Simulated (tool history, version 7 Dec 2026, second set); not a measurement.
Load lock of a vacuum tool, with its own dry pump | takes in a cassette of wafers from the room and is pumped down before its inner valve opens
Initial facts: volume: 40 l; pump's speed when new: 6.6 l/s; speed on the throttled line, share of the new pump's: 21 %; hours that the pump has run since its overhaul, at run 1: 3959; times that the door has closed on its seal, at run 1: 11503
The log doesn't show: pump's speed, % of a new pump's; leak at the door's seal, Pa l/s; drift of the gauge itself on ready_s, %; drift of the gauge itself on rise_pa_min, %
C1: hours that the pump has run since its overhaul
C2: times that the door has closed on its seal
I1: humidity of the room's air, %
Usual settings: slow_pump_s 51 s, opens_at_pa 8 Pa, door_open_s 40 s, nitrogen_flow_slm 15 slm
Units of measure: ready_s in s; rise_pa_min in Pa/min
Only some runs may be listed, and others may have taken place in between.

Run 1, day 0: usual settings; C1 3959; C2 11503; I1 45. Result: ready_s 100.5 s, rise_pa_min 0.154 Pa/min.
Run 2, day 2.933: usual settings but nitrogen_flow_slm 9 slm; C1 4029; C2 11786; I1 44.7. Result: ready_s 100.7 s, rise_pa_min 0.167 Pa/min.
Run 3, day 5.529: usual settings but nitrogen_flow_slm 9 slm; C1 4091; C2 12038; I1 45.6. Result: ready_s 99.2 s, rise_pa_min 0.173 Pa/min.
Run 4, day 8.683: usual settings but nitrogen_flow_slm 6 slm; C1 4167; C2 12343; I1 44.2. Result: ready_s 101.3 s, rise_pa_min 0.179 Pa/min.
Run 5, day 13.846: usual settings but nitrogen_flow_slm 6 slm; C1 4291; C2 12843; I1 45.2. Result: ready_s 101 s, rise_pa_min 0.187 Pa/min.
Run 6, day 17.875: usual settings but nitrogen_flow_slm 6 slm; C1 4388; C2 13233; I1 44.7. Result: ready_s 98.6 s, rise_pa_min 0.192 Pa/min.
Run 7, day 21.675: usual settings but door_open_s 83 s; C1 4479; C2 13600; I1 45.8. Result: ready_s 100.3 s, rise_pa_min 0.204 Pa/min.
Run 8, day 24.575: usual settings but door_open_s 83 s; C1 4549; C2 13881; I1 45.7. Result: ready_s 100.3 s, rise_pa_min 0.206 Pa/min.
Run 9, day 29.046: usual settings; C1 4656; C2 14314; I1 45.5. Result: ready_s 99.9 s, rise_pa_min 0.2 Pa/min.
Run 10, day 31.388: usual settings; C1 4712; C2 14541; I1 46.5. Result: ready_s 100.6 s, rise_pa_min 0.209 Pa/min.
Run 11, day 35.642: usual settings; C1 4814; C2 14953; I1 42.6. Result: ready_s 101.1 s, rise_pa_min 0.209 Pa/min.
Run 12, day 38.458: usual settings but nitrogen_flow_slm 44 slm; C1 4882; C2 15225; I1 46.2. Result: ready_s 100.3 s, rise_pa_min 0.201 Pa/min.
Run 13, day 42.538: usual settings; C1 4980; C2 15620; I1 43.8. Result: ready_s 100.4 s, rise_pa_min 0.228 Pa/min.
Run 14, day 46.683: usual settings; C1 5079; C2 16021; I1 41.8. Result: ready_s 101.6 s, rise_pa_min 0.23 Pa/min.
Run 15, day 49.221: usual settings but door_open_s 91 s; C1 5140; C2 16267; I1 42.6. Result: ready_s 100.7 s, rise_pa_min 0.251 Pa/min.

Run 16, settings as shown, results not yet in. Your forecast:
Run 16, day 53.133: usual settings but opens_at_pa 6 Pa, door_open_s 91 s, nitrogen_flow_slm 20 slm; C1 5234; C2 16646; I1 44. Result: ready_s ?, rise_pa_min ?.

{"run 16": {"ready_s": 103.4, "rise_pa_min": 0.251}}
If the tool had no hidden condition, the same run with the same run-to-run variation would have returned ready_s 100.8 s, rise_pa_min 0.058 Pa/min.
